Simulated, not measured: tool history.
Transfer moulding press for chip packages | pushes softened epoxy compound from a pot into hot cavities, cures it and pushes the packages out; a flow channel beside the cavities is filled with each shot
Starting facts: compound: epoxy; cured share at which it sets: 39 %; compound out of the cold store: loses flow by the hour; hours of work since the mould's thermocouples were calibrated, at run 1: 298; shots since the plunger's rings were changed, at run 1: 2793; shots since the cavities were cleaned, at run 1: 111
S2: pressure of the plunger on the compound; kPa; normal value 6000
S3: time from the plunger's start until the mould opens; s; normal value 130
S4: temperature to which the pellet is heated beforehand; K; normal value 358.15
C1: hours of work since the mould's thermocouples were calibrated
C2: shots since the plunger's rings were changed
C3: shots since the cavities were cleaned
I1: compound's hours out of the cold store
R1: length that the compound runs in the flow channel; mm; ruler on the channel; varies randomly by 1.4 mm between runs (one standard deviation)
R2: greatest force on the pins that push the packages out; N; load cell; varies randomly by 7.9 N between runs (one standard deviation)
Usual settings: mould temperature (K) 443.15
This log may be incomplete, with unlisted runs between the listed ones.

Run 1, day 0.000: usual settings; C1 298; C2 2793; C3 111; I1 47.2. Result: R1 510 mm, R2 396 N.
Run 2, day 0.788: usual settings but S3 146 s; C1 311; C2 2990; C3 308; I1 22.4. Result: R1 575 mm, R2 424 N.
Run 3, day 1.312: usual settings but S3 124 s; C1 319; C2 3121; C3 439; I1 45.9. Result: R1 509 mm, R2 504 N.
At day 1.633: cavities cleaned with cleaning compound and waxed.
Run 4, day 2.288: usual settings but S3 124 s; C1 334; C2 3349; C3 164; I1 19.1. Result: R1 579 mm, R2 470 N.
Run 5, day 2.892: usual settings but S3 124 s; C1 344; C2 3499; C3 314; I1 23.0. Result: R1 569 mm, R2 483 N.
At day 3.654: cavities cleaned with cleaning compound and waxed.
Run 6, day 3.942: usual settings but S3 124 s; C1 360; C2 3747; C3 72; I1 24.5. Result: R1 564 mm, R2 419 N.
At day 4.492: plunger's sealing rings changed.
Run 7, day 4.912: usual settings but S3 124 s; C1 374; C2 106; C3 288; I1 32.4. Result: R1 567 mm, R2 488 N.
At day 5.775: cavities cleaned with cleaning compound and waxed.
Run 8, day 5.775: usual settings but S3 124 s; C1 387; C2 306; C3 0; I1 31.1. Result: R1 568 mm, R2 380 N.
Run 9, day 6.762: usual settings but S3 124 s; C1 403; C2 552; C3 246; I1 30.9. Result: R1 566 mm, R2 476 N.
Run 10, day 7.654: usual settings but S3 124 s; C1 417; C2 775; C3 469; I1 19.1. Result: R1 602 mm, R2 514 N.
At day 7.833: cavities cleaned with cleaning compound and waxed.
Run 11, day 8.758: usual settings; C1 434; C2 1035; C3 231; I1 33.1. Result: R1 559 mm, R2 451 N.
Run 12, day 9.575: usual settings; C1 447; C2 1240; C3 436; I1 33.0. Result: R1 557 mm, R2 487 N.
At day 9.888: cavities cleaned with cleaning compound and waxed.
Run 13, day 10.321: usual settings; C1 458; C2 1411; C3 109; I1 12.9. Result: R1 616 mm, R2 425 N.
Run 14, day 11.021: usual settings but S4 354.15 K; C1 469; C2 1585; C3 283; I1 18.4. Result: R1 596 mm, R2 485 N.
Run 15, day 11.488: usual settings but S4 354.15 K; C1 477; C2 1702; C3 400; I1 32.5. Result: R1 553 mm, R2 493 N.
At day 11.629: mould's thermocouples calibrated.
At day 12.058: cavities cleaned with cleaning compound and waxed.
Run 16, day 12.500: usual settings but S4 354.15 K; C1 13; C2 1918; C3 110; I1 47.2. Result: R1 516 mm, R2 416 N.
Run 17, day 12.996: usual settings but S2 4850 kPa, S4 354.15 K; C1 21; C2 2042; C3 234; I1 47.3. Result: R1 462 mm, R2 443 N.
Run 18, day 13.800: usual settings but mould temperature (K) 440.15, S2 4850 kPa, S3 146 s, S4 356.15 K; C1 34; C2 2243; C3 435; I1 15.0. Result: R1 550 mm, R2 501 N.
At day 14.100: cavities cleaned with cleaning compound and waxed.
At day 14.554: mould's thermocouples calibrated, once more.
Run 19, day 14.979: usual settings but mould temperature (K) 440.15, S2 4850 kPa, S3 146 s, S4 356.15 K; C1 7; C2 2501; C3 198; I1 33.7. Result: R1 495 mm, R2 426 N.
Run 20, day 15.579: usual settings but mould temperature (K) 440.15, S2 4850 kPa, S3 146 s, S4 356.15 K; C1 17; C2 2651; C3 348; I1 11.2. Result: R1 553 mm, R2 453 N.
At day 16.225: cavities cleaned with cleaning compound and waxed.
Run 21, day 16.408: usual settings but mould temperature (K) 440.15, S2 4850 kPa, S3 146 s, S4 356.15 K; C1 29; C2 2842; C3 46; I1 15.9. Result: R1 541 mm, R2 384 N.
Run 22, day 17.421: usual settings but mould temperature (K) 440.15, S2 4850 kPa, S3 146 s, S4 356.15 K; C1 45; C2 3095; C3 299; I1 18.9. Result: R1 531 mm, R2 452 N.
Run 23, day 18.075: usual settings but mould temperature (K) 437.15, S2 4600 kPa, S3 163 s, S4 356.15 K; C1 56; C2 3259; C3 463; I1 13.4. Result: R1 538 mm, R2 476 N.
At day 18.279: cavities cleaned with cleaning compound and waxed.
Run 24, day 19.067: usual settings but mould temperature (K) 437.15, S2 4600 kPa, S3 163 s, S4 356.15 K; C1 71; C2 3490; C3 195; I1 9.6. Result: R1 547 mm, R2 448 N.
Run 25, day 20.029: usual settings but mould temperature (K) 445.15, S2 6590 kPa, S3 147 s, S4 365.15 K; C1 86; C2 3732; C3 437; I1 27.6. Result: R1 575 mm, R2 441 N.
At day 20.321: cavities cleaned with cleaning compound and waxed.
At day 20.725: plunger's sealing rings changed.
Run 26, day 21.158: usual settings but mould temperature (K) 441.15, S2 6120 kPa, S3 129 s, S4 349.15 K; C1 102; C2 108; C3 184; I1 19.3. Result: R1 615 mm, R2 470 N.
Run 27, day 22.088: usual settings but mould temperature (K) 441.15, S2 6120 kPa, S3 129 s, S4 349.15 K; C1 117; C2 340; C3 416; I1 12.4. Result: R1 635 mm, R2 514 N.
At day 22.450: cavities cleaned with cleaning compound and waxed.
Run 28, day 22.667: usual settings but mould temperature (K) 441.15, S2 6120 kPa, S3 129 s, S4 349.15 K; C1 125; C2 468; C3 54; I1 17.4. Result: R1 619 mm, R2 438 N.

The same runs without the tool's hidden state, with the same run-to-run variation:
What the log doesn't record here: true mould temperature over the reading, C; pressure that reaches the compound, % of what is set; grip of the stained cavities, % over clean ones'; drift of the gauge itself on flow_mm, %; drift of the gauge itself on push_out_n, %.
run   R1   R2
  1  526  356
  2  595  345
  3  528  386
  4  601  401
  5  592  380
  6  588  382
  7  567  396
  8  569  364
  9  569  390
 10  606  381
 11  565  371
 12  564  369
 13  625  371
 14  606  387
 15  562  375
 16  525  362
 17  471  360
 18  562  368
 19  511  366
 20  572  362
 21  561  362
 22  552  373
 23  560  366
 24  571  389
 25  602  344
 26  616  408
 27  638  400
 28  623  418

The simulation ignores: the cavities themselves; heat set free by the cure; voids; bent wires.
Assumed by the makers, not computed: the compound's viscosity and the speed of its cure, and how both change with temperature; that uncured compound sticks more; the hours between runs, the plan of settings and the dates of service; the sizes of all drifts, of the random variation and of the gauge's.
